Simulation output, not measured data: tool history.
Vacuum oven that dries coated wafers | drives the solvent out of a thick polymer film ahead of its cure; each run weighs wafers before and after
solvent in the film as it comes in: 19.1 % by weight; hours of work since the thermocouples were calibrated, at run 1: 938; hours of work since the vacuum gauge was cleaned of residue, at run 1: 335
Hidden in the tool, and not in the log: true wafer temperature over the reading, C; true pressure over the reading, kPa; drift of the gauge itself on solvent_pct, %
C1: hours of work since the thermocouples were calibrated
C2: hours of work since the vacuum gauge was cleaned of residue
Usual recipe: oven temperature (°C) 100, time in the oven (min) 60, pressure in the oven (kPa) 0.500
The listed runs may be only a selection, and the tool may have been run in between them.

{"run": 1, "day": 0.0, "oven temperature (°C)": 100, "time in the oven (min)": 60, "pressure in the oven (kPa)": 0.5, "C1": 938, "C2": 335, "solvent left in the film (%)": 3.21}
{"run": 2, "day": 0.279, "oven temperature (°C)": 100, "time in the oven (min)": 60, "pressure in the oven (kPa)": 0.5, "C1": 943, "C2": 340, "solvent left in the film (%)": 3.22}
{"run": 3, "day": 0.762, "oven temperature (°C)": 100, "time in the oven (min)": 60, "pressure in the oven (kPa)": 0.5, "C1": 951, "C2": 348, "solvent left in the film (%)": 3.21}
{"run": 4, "day": 1.138, "oven temperature (°C)": 100, "time in the oven (min)": 60, "pressure in the oven (kPa)": 0.5, "C1": 958, "C2": 354, "solvent left in the film (%)": 3.21}
{"run": 5, "day": 1.683, "oven temperature (°C)": 100, "time in the oven (min)": 60, "pressure in the oven (kPa)": 0.762, "C1": 967, "C2": 364, "solvent left in the film (%)": 3.33}
{"run": 6, "day": 2.221, "oven temperature (°C)": 100, "time in the oven (min)": 60, "pressure in the oven (kPa)": 0.762, "C1": 976, "C2": 373, "solvent left in the film (%)": 3.31}
{"run": 7, "day": 2.671, "oven temperature (°C)": 100, "time in the oven (min)": 60, "pressure in the oven (kPa)": 0.5, "C1": 984, "C2": 381, "solvent left in the film (%)": 3.17}
{"run": 8, "day": 3.038, "oven temperature (°C)": 100, "time in the oven (min)": 60, "pressure in the oven (kPa)": 0.411, "C1": 991, "C2": 387, "solvent left in the film (%)": 3.17}
{"run": 9, "day": 3.562, "oven temperature (°C)": 100, "time in the oven (min)": 60, "pressure in the oven (kPa)": 0.411, "C1": 1000, "C2": 396, "solvent left in the film (%)": 3.16}
{"run": 10, "day": 3.879, "oven temperature (°C)": 100, "time in the oven (min)": 60, "pressure in the oven (kPa)": 0.5, "C1": 1005, "C2": 401, "solvent left in the film (%)": 3.18}
{"run": 11, "day": 4.383, "oven temperature (°C)": 100, "time in the oven (min)": 60, "pressure in the oven (kPa)": 0.5, "C1": 1014, "C2": 410, "solvent left in the film (%)": 3.17}
{"run": 12, "day": 4.792, "oven temperature (°C)": 100, "time in the oven (min)": 60, "pressure in the oven (kPa)": 0.5, "C1": 1021, "C2": 417, "solvent left in the film (%)": 3.18}
{"run": 13, "day": 5.225, "oven temperature (°C)": 100, "time in the oven (min)": 95, "pressure in the oven (kPa)": 0.5, "C1": 1028, "C2": 424, "solvent left in the film (%)": 1.43}
{"run": 14, "day": 5.775, "oven temperature (°C)": 100, "time in the oven (min)": 95, "pressure in the oven (kPa)": 0.5, "C1": 1037, "C2": 434, "solvent left in the film (%)": 1.4}
{"run": 15, "day": 6.154, "oven temperature (°C)": 102, "time in the oven (min)": 50, "pressure in the oven (kPa)": 0.305, "C1": 1044, "C2": 440, "solvent left in the film (%)": 3.57}
{"run": 16, "day": 6.483, "oven temperature (°C)": 111, "time in the oven (min)": 107, "pressure in the oven (kPa)": 0.636, "C1": 1050, "C2": 446, "solvent left in the film (%)": 0.45}
{"run": 17, "day": 6.804, "oven temperature (°C)": 100, "time in the oven (min)": 31, "pressure in the oven (kPa)": 0.5, "C1": 1055, "C2": 451, "solvent left in the film (%)": 6.69}
{"run": 18, "day": 7.029, "oven temperature (°C)": 111, "time in the oven (min)": 49, "pressure in the oven (kPa)": 0.5, "C1": 1059, "C2": 455, "solvent left in the film (%)": 1.99}
{"run": 19, "day": 7.312, "oven temperature (°C)": 113, "time in the oven (min)": 84, "pressure in the oven (kPa)": 0.925, "C1": 1064, "C2": 460, "solvent left in the film (%)": 0.68}
{"run": 20, "day": 7.812, "oven temperature (°C)": 92, "time in the oven (min)": 83, "pressure in the oven (kPa)": 0.851, "C1": 1072, "C2": 469, "solvent left in the film (%)": 3.6}
{"run": 21, "day": 8.042, "oven temperature (°C)": 100, "time in the oven (min)": 60, "pressure in the oven (kPa)": 1.288, "C1": 1076, "C2": 473, "solvent left in the film (%)": 3.57}
{"run": 22, "day": 8.362, "oven temperature (°C)": 100, "time in the oven (min)": 60, "pressure in the oven (kPa)": 0.488, "C1": 1082, "C2": 478, "solvent left in the film (%)": 3.16}
{"run": 23, "day": 8.762, "oven temperature (°C)": 89, "time in the oven (min)": 60, "pressure in the oven (kPa)": 0.653, "C1": 1089, "C2": 485, "solvent left in the film (%)": 5.92}
{"run": 24, "day": 9.079, "oven temperature (°C)": 89, "time in the oven (min)": 60, "pressure in the oven (kPa)": 0.653, "C1": 1094, "C2": 490, "solvent left in the film (%)": 5.93}
{"run": 25, "day": 9.508, "oven temperature (°C)": 89, "time in the oven (min)": 60, "pressure in the oven (kPa)": 1.189, "C1": 1101, "C2": 498, "solvent left in the film (%)": 6.23}
{"run": 26, "day": 9.9, "oven temperature (°C)": 100, "time in the oven (min)": 51, "pressure in the oven (kPa)": 0.5, "C1": 1108, "C2": 505, "solvent left in the film (%)": 3.97}

What would each run have given without the hidden state, its run-to-run variation left as it was?
run=1 solvent_left_in_the_film_(%)=3.59
run=2 solvent_left_in_the_film_(%)=3.61
run=3 solvent_left_in_the_film_(%)=3.59
run=4 solvent_left_in_the_film_(%)=3.60
run=5 solvent_left_in_the_film_(%)=3.72
run=6 solvent_left_in_the_film_(%)=3.71
run=7 solvent_left_in_the_film_(%)=3.57
run=8 solvent_left_in_the_film_(%)=3.56
run=9 solvent_left_in_the_film_(%)=3.56
run=10 solvent_left_in_the_film_(%)=3.58
run=11 solvent_left_in_the_film_(%)=3.57
run=12 solvent_left_in_the_film_(%)=3.58
run=13 solvent_left_in_the_film_(%)=1.65
run=14 solvent_left_in_the_film_(%)=1.62
run=15 solvent_left_in_the_film_(%)=4.00
run=16 solvent_left_in_the_film_(%)=0.47
run=17 solvent_left_in_the_film_(%)=7.17
run=18 solvent_left_in_the_film_(%)=2.31
run=19 solvent_left_in_the_film_(%)=0.76
run=20 solvent_left_in_the_film_(%)=4.03
run=21 solvent_left_in_the_film_(%)=4.01
run=22 solvent_left_in_the_film_(%)=3.58
run=23 solvent_left_in_the_film_(%)=6.42
run=24 solvent_left_in_the_film_(%)=6.44
run=25 solvent_left_in_the_film_(%)=6.76
run=26 solvent_left_in_the_film_(%)=4.44
